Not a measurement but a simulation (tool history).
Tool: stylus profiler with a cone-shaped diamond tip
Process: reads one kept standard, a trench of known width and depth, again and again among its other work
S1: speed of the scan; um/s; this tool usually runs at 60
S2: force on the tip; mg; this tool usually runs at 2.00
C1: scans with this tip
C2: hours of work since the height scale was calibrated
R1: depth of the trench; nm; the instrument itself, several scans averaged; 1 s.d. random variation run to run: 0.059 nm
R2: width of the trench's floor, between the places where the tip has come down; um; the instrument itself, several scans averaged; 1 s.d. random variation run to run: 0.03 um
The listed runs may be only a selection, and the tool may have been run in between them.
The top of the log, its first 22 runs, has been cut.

run,day,S1,S2,C1,C2,R1,R2
23,89.662,134,1.04,15370,321,100.27,16.56
24,94.608,134,1.04,15979,412,100.18,16.54
25,99.417,134,1.04,16572,501,100.11,16.54
26,102.517,60,4.40,16955,558,100.58,17.25
27,105.888,50,5.15,17370,620,100.65,17.28
28,110.929,33,0.89,17992,714,100.00,17.13
29,116.412,49,0.98,18668,815,99.97,17.02
30,119.996,49,0.98,19110,881,100.01,17.05
31,123.262,181,2.00,19512,941,100.26,16.51
# day 125.788: height scale calibrated on a step standard
32,126.792,42,0.72,19945,19,100.26,16.97
33,132.417,42,0.72,20639,122,100.15,16.98
34,136.379,25,5.41,21127,195,100.79,17.22
35,138.742,126,2.42,21418,239,100.47,16.74
36,142.771,43,1.61,21915,313,100.29,17.02
37,146.525,22,5.09,22378,383,100.69,17.19

Below are 5 alternative next runs, each starting from the tool's condition after run 37. Predict each:
A,150.446,60,1.99,22862,455,?,?
B,150.446,60,4.77,22862,455,?,?
C,150.446,102,1.01,22862,455,?,?
D,150.446,47,4.25,22862,455,?,?
E,150.446,21,0.74,22862,455,?,?

run,R1,R2
A,100.25,16.94
B,100.59,17.03
C,100.13,16.56
D,100.67,17.11
E,100.11,17.06
With the hidden condition removed and each run's random variation left untouched, the same runs would have given:
run,R1,R2
A,100.39,17.72
B,100.72,17.81
C,100.26,17.33
D,100.81,17.88
E,100.25,17.84
